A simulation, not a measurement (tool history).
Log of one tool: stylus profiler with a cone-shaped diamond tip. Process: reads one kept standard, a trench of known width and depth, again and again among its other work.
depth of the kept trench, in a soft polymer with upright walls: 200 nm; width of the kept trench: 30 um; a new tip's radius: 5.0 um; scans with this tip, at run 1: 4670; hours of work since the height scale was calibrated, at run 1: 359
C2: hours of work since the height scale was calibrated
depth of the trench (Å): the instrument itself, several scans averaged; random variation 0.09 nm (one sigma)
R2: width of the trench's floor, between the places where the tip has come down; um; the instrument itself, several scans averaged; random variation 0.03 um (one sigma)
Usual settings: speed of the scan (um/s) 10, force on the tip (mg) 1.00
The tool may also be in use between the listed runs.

{"run": 1, "hour": 0.0, "speed of the scan (um/s)": 10, "force on the tip (mg)": 1.0, "scans with this tip": 4670, "C2": 359, "depth of the trench (Å)": 2008.1, "R2": 26.65}
{"run": 2, "hour": 53.4, "speed of the scan (um/s)": 10, "force on the tip (mg)": 1.0, "scans with this tip": 5142, "C2": 396, "depth of the trench (Å)": 2008.0, "R2": 26.64}
{"run": 3, "hour": 102.6, "speed of the scan (um/s)": 10, "force on the tip (mg)": 1.0, "scans with this tip": 5577, "C2": 429, "depth of the trench (Å)": 2006.5, "R2": 26.6}
{"run": 4, "hour": 169.9, "speed of the scan (um/s)": 10, "force on the tip (mg)": 1.0, "scans with this tip": 6172, "C2": 475, "depth of the trench (Å)": 2007.2, "R2": 26.56}
{"run": 5, "hour": 217.5, "speed of the scan (um/s)": 10, "force on the tip (mg)": 1.0, "scans with this tip": 6593, "C2": 507, "depth of the trench (Å)": 2007.2, "R2": 26.52}
{"run": 6, "hour": 267.3, "speed of the scan (um/s)": 12, "force on the tip (mg)": 0.39, "scans with this tip": 7033, "C2": 541, "depth of the trench (Å)": 2001.0, "R2": 26.48}
{"run": 7, "hour": 331.4, "speed of the scan (um/s)": 10, "force on the tip (mg)": 0.52, "scans with this tip": 7600, "C2": 585, "depth of the trench (Å)": 2002.8, "R2": 26.41}
{"run": 8, "hour": 409.8, "speed of the scan (um/s)": 26, "force on the tip (mg)": 1.02, "scans with this tip": 8293, "C2": 638, "depth of the trench (Å)": 2006.6, "R2": 26.34}
{"run": 9, "hour": 503.5, "speed of the scan (um/s)": 10, "force on the tip (mg)": 0.73, "scans with this tip": 9122, "C2": 702, "depth of the trench (Å)": 2000.7, "R2": 26.29}
{"run": 10, "hour": 598.3, "speed of the scan (um/s)": 12, "force on the tip (mg)": 0.78, "scans with this tip": 9960, "C2": 766, "depth of the trench (Å)": 2002.9, "R2": 26.25}

Forecast each of these 3 alternatives for the next run:
{"run": "A", "hour": 705.3, "speed of the scan (um/s)": 21, "force on the tip (mg)": 1.44, "scans with this tip": 10906, "C2": 839, "depth of the trench (Å)": "?", "R2": "?"}
{"run": "B", "hour": 705.3, "speed of the scan (um/s)": 10, "force on the tip (mg)": 1.19, "scans with this tip": 10906, "C2": 839, "depth of the trench (Å)": "?", "R2": "?"}
{"run": "C", "hour": 705.3, "speed of the scan (um/s)": 12, "force on the tip (mg)": 1.82, "scans with this tip": 10906, "C2": 839, "depth of the trench (Å)": "?", "R2": "?"}

run=A depth_of_the_trench_(Å)=2010.3 R2=26.16
run=B depth_of_the_trench_(Å)=2005.9 R2=26.24
run=C depth_of_the_trench_(Å)=2009.4 R2=26.27
Without the tool's hidden state the same runs would have given:
run=A depth_of_the_trench_(Å)=2018.5 R2=27.08
run=B depth_of_the_trench_(Å)=2014.1 R2=27.16
run=C depth_of_the_trench_(Å)=2017.5 R2=27.19
